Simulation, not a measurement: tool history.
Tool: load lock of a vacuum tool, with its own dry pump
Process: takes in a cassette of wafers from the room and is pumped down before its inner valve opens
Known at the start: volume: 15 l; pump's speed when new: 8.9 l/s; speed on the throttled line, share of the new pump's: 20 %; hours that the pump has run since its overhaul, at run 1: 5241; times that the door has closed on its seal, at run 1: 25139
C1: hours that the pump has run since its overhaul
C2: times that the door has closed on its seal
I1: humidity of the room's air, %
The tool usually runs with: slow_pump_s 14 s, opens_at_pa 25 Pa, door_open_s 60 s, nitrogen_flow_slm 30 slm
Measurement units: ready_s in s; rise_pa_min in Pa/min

Run 1, hour 0.0: usual settings; C1 5241; C2 25139; I1 45.9. Result: ready_s 26.8 s, rise_pa_min 0.175 Pa/min.
Run 2, hour 106.2: usual settings but slow_pump_s 8 s; C1 5348; C2 25598; I1 41.4. Result: ready_s 22.1 s, rise_pa_min 0.172 Pa/min.
Run 3, hour 215.6: usual settings but slow_pump_s 8 s; C1 5457; C2 26071; I1 43.7. Result: ready_s 22.6 s, rise_pa_min 0.179 Pa/min.
Run 4, hour 355.9: usual settings but slow_pump_s 8 s; C1 5597; C2 26678; I1 46.2. Result: ready_s 22.4 s, rise_pa_min 0.181 Pa/min.
Run 5, hour 502.3: usual settings; C1 5744; C2 27311; I1 44.4. Result: ready_s 26.7 s, rise_pa_min 0.187 Pa/min.
Run 6, hour 657.6: usual settings; C1 5899; C2 27983; I1 44.6. Result: ready_s 27.3 s, rise_pa_min 0.197 Pa/min.
Run 7, hour 798.9: usual settings; C1 6040; C2 28594; I1 48.4. Result: ready_s 27.0 s, rise_pa_min 0.200 Pa/min.
Run 8, hour 887.7: usual settings; C1 6129; C2 28977; I1 46.1. Result: ready_s 27.0 s, rise_pa_min 0.198 Pa/min.
Run 9, hour 979.2: usual settings; C1 6221; C2 29373; I1 44.3. Result: ready_s 27.1 s, rise_pa_min 0.207 Pa/min.
Run 10, hour 1126.0: usual settings but opens_at_pa 46 Pa; C1 6367; C2 30008; I1 44.4. Result: ready_s 26.3 s, rise_pa_min 0.203 Pa/min.
Run 11, hour 1275.8: usual settings but opens_at_pa 46 Pa; C1 6517; C2 30656; I1 40.3. Result: ready_s 26.0 s, rise_pa_min 0.213 Pa/min.
Run 12, hour 1447.4: usual settings but opens_at_pa 46 Pa; C1 6689; C2 31398; I1 46.1. Result: ready_s 26.2 s, rise_pa_min 0.229 Pa/min.
Run 13, hour 1623.3: usual settings but opens_at_pa 46 Pa; C1 6865; C2 32158; I1 45.7. Result: ready_s 26.2 s, rise_pa_min 0.227 Pa/min.
Run 14, hour 1758.1: usual settings but opens_at_pa 46 Pa; C1 7000; C2 32741; I1 46.2. Result: ready_s 26.0 s, rise_pa_min 0.228 Pa/min.
Run 15, hour 1870.1: usual settings but opens_at_pa 46 Pa; C1 7112; C2 33226; I1 44.2. Result: ready_s 26.3 s, rise_pa_min 0.242 Pa/min.
Run 16, hour 1986.1: usual settings; C1 7228; C2 33727; I1 42.6. Result: ready_s 27.7 s, rise_pa_min 0.244 Pa/min.
Run 17, hour 2108.9: usual settings; C1 7350; C2 34258; I1 45.4. Result: ready_s 27.4 s, rise_pa_min 0.250 Pa/min.
Run 18, hour 2266.5: usual settings; C1 7508; C2 34940; I1 44.9. Result: ready_s 27.2 s, rise_pa_min 0.260 Pa/min.
Run 19, hour 2365.2: usual settings but door_open_s 185 s; C1 7607; C2 35366; I1 44.8. Result: ready_s 27.8 s, rise_pa_min 0.285 Pa/min.
Run 20, hour 2477.1: usual settings but opens_at_pa 18 Pa; C1 7719; C2 35850; I1 45.3. Result: ready_s 28.5 s, rise_pa_min 0.272 Pa/min.
Run 21, hour 2628.8: usual settings but slow_pump_s 11 s, nitrogen_flow_slm 22 slm; C1 7870; C2 36506; I1 45.6. Result: ready_s 25.5 s, rise_pa_min 0.276 Pa/min.
Run 22, hour 2823.2: usual settings but slow_pump_s 11 s, nitrogen_flow_slm 22 slm; C1 8065; C2 37347; I1 47.9. Result: ready_s 25.5 s, rise_pa_min 0.287 Pa/min.
Run 23, hour 2987.2: usual settings but slow_pump_s 11 s, nitrogen_flow_slm 22 slm; C1 8229; C2 38056; I1 47.1. Result: ready_s 25.5 s, rise_pa_min 0.298 Pa/min.
Run 24, hour 3136.4: usual settings but slow_pump_s 11 s, nitrogen_flow_slm 22 slm; C1 8378; C2 38701; I1 45.5. Result: ready_s 26.1 s, rise_pa_min 0.297 Pa/min.
Run 25, hour 3243.4: usual settings but slow_pump_s 11 s, nitrogen_flow_slm 22 slm; C1 8485; C2 39164; I1 43.8. Result: ready_s 25.6 s, rise_pa_min 0.301 Pa/min.
Run 26, hour 3442.9: usual settings but slow_pump_s 10 s, opens_at_pa 33 Pa, nitrogen_flow_slm 25 slm; C1 8684; C2 40026; I1 48.4. Result: ready_s 24.2 s, rise_pa_min 0.319 Pa/min.
Run 27, hour 3623.1: usual settings but slow_pump_s 16 s, opens_at_pa 30 Pa, door_open_s 50 s; C1 8864; C2 40806; I1 45.3. Result: ready_s 29.2 s, rise_pa_min 0.315 Pa/min.
Run 28, hour 3772.5: usual settings but slow_pump_s 12 s, opens_at_pa 31 Pa, door_open_s 31 s, nitrogen_flow_slm 38 slm; C1 9014; C2 41452; I1 45.6. Result: ready_s 26.4 s, rise_pa_min 0.313 Pa/min.
At hour 3862.5: door's seal changed, seat wiped.
Run 29, hour 3895.8: usual settings but slow_pump_s 15 s, opens_at_pa 31 Pa, door_open_s 31 s, nitrogen_flow_slm 38 slm; C1 9136; C2 144; I1 45.2. Result: ready_s 28.3 s, rise_pa_min 0.029 Pa/min.
Run 30, hour 4015.8: usual settings but slow_pump_s 15 s, opens_at_pa 31 Pa, door_open_s 31 s, nitrogen_flow_slm 38 slm; C1 9256; C2 663; I1 43.8. Result: ready_s 28.6 s, rise_pa_min 0.030 Pa/min.
Run 31, hour 4183.2: usual settings but slow_pump_s 15 s, opens_at_pa 28 Pa, door_open_s 39 s, nitrogen_flow_slm 4 slm; C1 9423; C2 1387; I1 46.6. Result: ready_s 28.4 s, rise_pa_min 0.053 Pa/min.
Run 32, hour 4330.0: usual settings but slow_pump_s 15 s, opens_at_pa 28 Pa, door_open_s 39 s, nitrogen_flow_slm 4 slm; C1 9570; C2 2022; I1 44.1. Result: ready_s 29.1 s, rise_pa_min 0.053 Pa/min.
Run 33, hour 4420.3: usual settings but slow_pump_s 21 s, door_open_s 71 s; C1 9660; C2 2412; I1 43.4. Result: ready_s 33.7 s, rise_pa_min 0.053 Pa/min.
Run 34, hour 4586.7: usual settings but opens_at_pa 19 Pa, door_open_s 35 s, nitrogen_flow_slm 16 slm; C1 9827; C2 3132; I1 44.2. Result: ready_s 29.4 s, rise_pa_min 0.043 Pa/min.
Run 35, hour 4713.1: usual settings but opens_at_pa 19 Pa, door_open_s 35 s, nitrogen_flow_slm 16 slm; C1 9953; C2 3679; I1 45.4. Result: ready_s 29.2 s, rise_pa_min 0.046 Pa/min.
Run 36, hour 4805.2: usual settings but opens_at_pa 19 Pa, door_open_s 35 s, nitrogen_flow_slm 16 slm; C1 10045; C2 4077; I1 44.5. Result: ready_s 29.6 s, rise_pa_min 0.052 Pa/min.
Run 37, hour 4919.3: usual settings but slow_pump_s 9 s; C1 10159; C2 4570; I1 44.2. Result: ready_s 25.0 s, rise_pa_min 0.048 Pa/min.

Here are 4 independent what-if runs from the current tool condition. What would each one return?
Run A, hour 5102.7: usual settings but slow_pump_s 9 s, nitrogen_flow_slm 7 slm; C1 10343; C2 5363; I1 46.6. Result: ready_s ?, rise_pa_min ?.
Run B, hour 5102.7: usual settings but slow_pump_s 9 s, opens_at_pa 46 Pa, door_open_s 63 s; C1 10343; C2 5363; I1 44.2. Result: ready_s ?, rise_pa_min ?.
Run C, hour 5102.7: usual settings but opens_at_pa 28 Pa, door_open_s 134 s; C1 10343; C2 5363; I1 43.9. Result: ready_s ?, rise_pa_min ?.
Run D, hour 5102.7: usual settings but slow_pump_s 9 s, door_open_s 36 s; C1 10343; C2 5363; I1 45.6. Result: ready_s ?, rise_pa_min ?.

run  ready_s  rise_pa_min
  A     25.2        0.070
  B     23.8        0.055
  C     28.4        0.077
  D     25.4        0.049
Had the tool no hidden state, the same runs would have come out as:
run  ready_s  rise_pa_min
  A     21.3        0.052
  B     20.2        0.036
  C     24.9        0.059
  D     21.5        0.031
